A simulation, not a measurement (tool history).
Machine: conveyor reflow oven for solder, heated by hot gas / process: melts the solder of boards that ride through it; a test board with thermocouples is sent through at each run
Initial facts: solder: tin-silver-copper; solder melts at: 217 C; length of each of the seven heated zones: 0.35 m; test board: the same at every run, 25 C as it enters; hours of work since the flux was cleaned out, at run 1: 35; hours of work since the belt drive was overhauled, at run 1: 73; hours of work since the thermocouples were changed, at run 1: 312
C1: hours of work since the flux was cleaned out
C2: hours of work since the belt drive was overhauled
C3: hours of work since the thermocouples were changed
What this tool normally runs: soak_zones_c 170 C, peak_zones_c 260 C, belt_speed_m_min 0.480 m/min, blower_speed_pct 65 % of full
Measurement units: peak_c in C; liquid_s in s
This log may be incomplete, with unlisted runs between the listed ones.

Run 1, hour 0.0: usual settings; C1 35; C2 73; C3 312. Result: peak_c 243.2 C, liquid_s 55.0 s.
Run 2, hour 24.3: usual settings but belt_speed_m_min 0.474 m/min; C1 50; C2 87; C3 326. Result: peak_c 243.9 C, liquid_s 56.4 s.
Run 3, hour 46.5: usual settings but belt_speed_m_min 0.474 m/min; C1 63; C2 100; C3 339. Result: peak_c 244.1 C, liquid_s 56.2 s.
Run 4, hour 79.5: usual settings but belt_speed_m_min 0.474 m/min; C1 82; C2 119; C3 358. Result: peak_c 243.8 C, liquid_s 56.2 s.
Run 5, hour 125.9: usual settings but peak_zones_c 259 C, belt_speed_m_min 0.474 m/min; C1 109; C2 146; C3 386. Result: peak_c 242.9 C, liquid_s 55.5 s.
Run 6, hour 157.4: usual settings but peak_zones_c 259 C, belt_speed_m_min 0.474 m/min; C1 128; C2 165; C3 404. Result: peak_c 242.6 C, liquid_s 55.2 s.
Run 7, hour 198.8: usual settings but peak_zones_c 259 C, belt_speed_m_min 0.474 m/min; C1 152; C2 189; C3 428. Result: peak_c 243.0 C, liquid_s 55.1 s.
Run 8, hour 240.8: usual settings but peak_zones_c 259 C, belt_speed_m_min 0.474 m/min; C1 176; C2 213; C3 453. Result: peak_c 242.8 C, liquid_s 55.8 s.
Run 9, hour 285.4: usual settings but peak_zones_c 259 C, belt_speed_m_min 0.474 m/min; C1 203; C2 240; C3 479. Result: peak_c 242.9 C, liquid_s 55.7 s.
Run 10, hour 306.0: usual settings but soak_zones_c 164 C; C1 215; C2 252; C3 491. Result: peak_c 242.2 C, liquid_s 51.6 s.
Run 11, hour 340.4: usual settings but soak_zones_c 164 C; C1 235; C2 272; C3 511. Result: peak_c 242.1 C, liquid_s 51.4 s.
Run 12, hour 379.3: usual settings but soak_zones_c 164 C; C1 257; C2 295; C3 534. Result: peak_c 242.0 C, liquid_s 51.2 s.
At hour 402.1: thermocouples of zones 6 and 7 changed.
Run 13, hour 425.1: usual settings but peak_zones_c 252 C; C1 283; C2 320; C3 13. Result: peak_c 236.5 C, liquid_s 47.0 s.
Run 14, hour 473.6: usual settings but peak_zones_c 252 C; C1 311; C2 349; C3 42. Result: peak_c 236.3 C, liquid_s 46.7 s.
At hour 482.0: flux residue cleaned out of gas plates and filters.
Run 15, hour 521.3: usual settings but peak_zones_c 255 C; C1 23; C2 374; C3 67. Result: peak_c 239.1 C, liquid_s 50.5 s.
Run 16, hour 563.0: usual settings but soak_zones_c 159 C, peak_zones_c 256 C, blower_speed_pct 51 % of full; C1 47; C2 398; C3 91. Result: peak_c 234.5 C, liquid_s 38.3 s.
Run 17, hour 604.7: usual settings but soak_zones_c 164 C, peak_zones_c 256 C, belt_speed_m_min 0.465 m/min, blower_speed_pct 51 % of full; C1 72; C2 422; C3 116. Result: peak_c 237.1 C, liquid_s 45.5 s.
Run 18, hour 635.3: usual settings but soak_zones_c 163 C, peak_zones_c 254 C, blower_speed_pct 57 % of full; C1 90; C2 440; C3 134. Result: peak_c 235.5 C, liquid_s 41.8 s.
Run 19, hour 680.8: usual settings but soak_zones_c 155 C, peak_zones_c 254 C, blower_speed_pct 64 % of full; C1 116; C2 467; C3 160. Result: peak_c 235.0 C, liquid_s 39.6 s.
Run 20, hour 730.7: usual settings but soak_zones_c 155 C, peak_zones_c 254 C, blower_speed_pct 64 % of full; C1 146; C2 496; C3 189. Result: peak_c 235.0 C, liquid_s 39.9 s.
Run 21, hour 757.2: usual settings but peak_zones_c 248 C, belt_speed_m_min 0.489 m/min; C1 161; C2 512; C3 205. Result: peak_c 232.8 C, liquid_s 40.1 s.
Run 22, hour 795.8: usual settings but soak_zones_c 169 C, peak_zones_c 253 C, belt_speed_m_min 0.540 m/min, blower_speed_pct 53 % of full; C1 184; C2 534; C3 228. Result: peak_c 231.0 C, liquid_s 30.4 s.
Run 23, hour 838.8: usual settings but soak_zones_c 169 C, peak_zones_c 253 C, belt_speed_m_min 0.540 m/min, blower_speed_pct 53 % of full; C1 209; C2 559; C3 253. Result: peak_c 230.4 C, liquid_s 30.4 s.
Run 24, hour 885.1: usual settings but soak_zones_c 169 C, peak_zones_c 253 C, belt_speed_m_min 0.540 m/min, blower_speed_pct 53 % of full; C1 236; C2 587; C3 280. Result: peak_c 230.7 C, liquid_s 30.5 s.
Run 25, hour 918.1: usual settings but peak_zones_c 259 C; C1 255; C2 606; C3 299. Result: peak_c 242.4 C, liquid_s 54.4 s.
Run 26, hour 952.3: usual settings but peak_zones_c 259 C; C1 275; C2 626; C3 319. Result: peak_c 242.5 C, liquid_s 54.5 s.
Run 27, hour 993.1: usual settings but peak_zones_c 254 C; C1 299; C2 650; C3 343. Result: peak_c 238.1 C, liquid_s 48.9 s.
At hour 1023.3: flux residue cleaned out of gas plates and filters.
Run 28, hour 1023.5: usual settings but peak_zones_c 254 C; C1 0; C2 665; C3 358. Result: peak_c 238.0 C, liquid_s 49.3 s.
Run 29, hour 1052.5: usual settings but soak_zones_c 176 C, peak_zones_c 257 C, belt_speed_m_min 0.506 m/min, blower_speed_pct 82 % of full; C1 17; C2 682; C3 375. Result: peak_c 243.1 C, liquid_s 55.4 s.
Run 30, hour 1088.7: usual settings but soak_zones_c 172 C, peak_zones_c 263 C, belt_speed_m_min 0.455 m/min, blower_speed_pct 63 % of full; C1 38; C2 703; C3 396. Result: peak_c 248.0 C, liquid_s 64.1 s.

4 ways to go on from here, each from the tool as it stands after run 30. What would each give?
Run A, hour 1122.3: usual settings but blower_speed_pct 78 % of full; C1 58; C2 722; C3 416. Result: peak_c ?, liquid_s ?.
Run B, hour 1122.3: usual settings but soak_zones_c 172 C, peak_zones_c 275 C, belt_speed_m_min 0.514 m/min, blower_speed_pct 54 % of full; C1 58; C2 722; C3 416. Result: peak_c ?, liquid_s ?.
Run C, hour 1122.3: usual settings but belt_speed_m_min 0.525 m/min, blower_speed_pct 64 % of full; C1 58; C2 722; C3 416. Result: peak_c ?, liquid_s ?.
Run D, hour 1122.3: usual settings but peak_zones_c 266 C, blower_speed_pct 62 % of full; C1 58; C2 722; C3 416. Result: peak_c ?, liquid_s ?.

run  peak_c  liquid_s
  A   245.1      58.5
  B   251.3      58.5
  C   240.2      46.0
  D   247.6      59.7
Without the tool's unlogged condition, the same runs would have read:
run  peak_c  liquid_s
  A   245.2      58.5
  B   251.4      58.5
  C   240.2      45.9
  D   247.7      59.7

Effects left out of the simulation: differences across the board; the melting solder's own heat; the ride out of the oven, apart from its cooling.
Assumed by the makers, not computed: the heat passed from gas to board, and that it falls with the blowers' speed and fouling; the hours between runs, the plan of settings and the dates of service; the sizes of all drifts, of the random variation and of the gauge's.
